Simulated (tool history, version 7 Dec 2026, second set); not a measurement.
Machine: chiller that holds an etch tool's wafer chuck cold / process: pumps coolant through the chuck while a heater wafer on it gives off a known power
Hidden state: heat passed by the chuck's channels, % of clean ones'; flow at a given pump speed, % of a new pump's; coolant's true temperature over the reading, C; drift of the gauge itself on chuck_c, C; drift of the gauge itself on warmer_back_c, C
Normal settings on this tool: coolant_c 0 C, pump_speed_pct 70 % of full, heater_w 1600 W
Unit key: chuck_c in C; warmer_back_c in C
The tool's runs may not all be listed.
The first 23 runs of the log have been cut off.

run    hour  coolant_c  pump_speed_pct  heater_w  hours since the coolant was changed and the channels were flushed  hours since the pump was overhauled  hours since the chiller's thermometer was calibrated  chuck_c  warmer_back_c
 24  2159.2          0              91       986                                                               1070                                 5455                                                  1871     10.2           3.52
 25  2262.0         -3              87       863                                                               1173                                 5558                                                  1973      6.2           3.23
 26  2331.0          4              87      1159                                                               1242                                 5627                                                  2042     16.8           4.36
 27  2392.9          4              87      1159                                                               1304                                 5689                                                  2104     16.5           4.39
 28  2487.0          4              85      2041                                                               1398                                 5783                                                  2198     27.3           7.94
 29  2554.3          4              85      2041                                                               1465                                 5850                                                  2266     27.5           7.89
 30  2665.9         -3              88      2041                                                               1577                                 5962                                                  2377     19.9           7.68
 31  2737.7         -5              93      2041                                                               1648                                 6034                                                  2449     16.5           7.18
 32  2792.7         -5              93      2041                                                               1703                                 6089                                                  2504     16.9           7.20
 33  2914.4         -5              93      2041                                                               1825                                 6210                                                  2626     16.7           7.21

Consider 3 possible next runs. They are alternatives, not a sequence: every one starts from the tool as it was left by run 33. What does each give?
  A  2986.3          6              94      1490                                                               1897                                 6282                                                  2698        ?              ?
  B  2986.3          0              87      1066                                                               1897                                 6282                                                  2698        ?              ?
  C  2986.3         -5              73       838                                                               1897                                 6282                                                  2698        ?              ?

run  chuck_c  warmer_back_c
  A     21.6           5.22
  B     11.9           4.09
  C      6.2           3.83
With the hidden condition removed and each run's random variation left untouched, the same runs would have given:
run  chuck_c  warmer_back_c
  A     19.3           4.64
  B     10.3           3.63
  C      4.7           3.41

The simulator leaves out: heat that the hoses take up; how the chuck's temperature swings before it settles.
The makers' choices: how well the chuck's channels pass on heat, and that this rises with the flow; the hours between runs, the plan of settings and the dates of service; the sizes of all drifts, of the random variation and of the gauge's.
